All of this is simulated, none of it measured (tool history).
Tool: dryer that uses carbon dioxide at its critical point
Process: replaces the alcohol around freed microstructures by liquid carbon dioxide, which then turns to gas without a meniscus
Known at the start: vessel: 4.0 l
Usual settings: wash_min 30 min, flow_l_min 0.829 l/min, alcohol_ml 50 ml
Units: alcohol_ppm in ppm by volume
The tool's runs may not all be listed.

run,day,wash_min,flow_l_min,alcohol_ml,alcohol_ppm
1,0,30,0.829,50,254
2,1.175,30,0.829,50,273
3,2.379,30,0.829,50,271
4,3.379,30,0.829,50,282
5,4.962,30,0.829,50,301
6,6.254,30,0.829,50,314
# day 7.562: inlet filter changed
7,7.996,30,1.003,50,237
8,9.471,30,1.003,50,238
9,10.262,41,1.374,57,224
10,12.112,19,0.829,50,705

5 ways to go on from here, each from the tool as it stands after run 10. What would each give?
A,13.879,31,0.704,27,?
B,13.879,30,0.829,75,?
C,13.879,36,1.211,98,?
D,13.879,30,0.704,28,?
E,13.879,19,0.772,46,?

run,alcohol_ppm
A,323
B,358
C,250
D,329
E,812
Without the tool's hidden state the same runs would have given:
run,alcohol_ppm
A,77
B,99
C,11
D,82
E,518
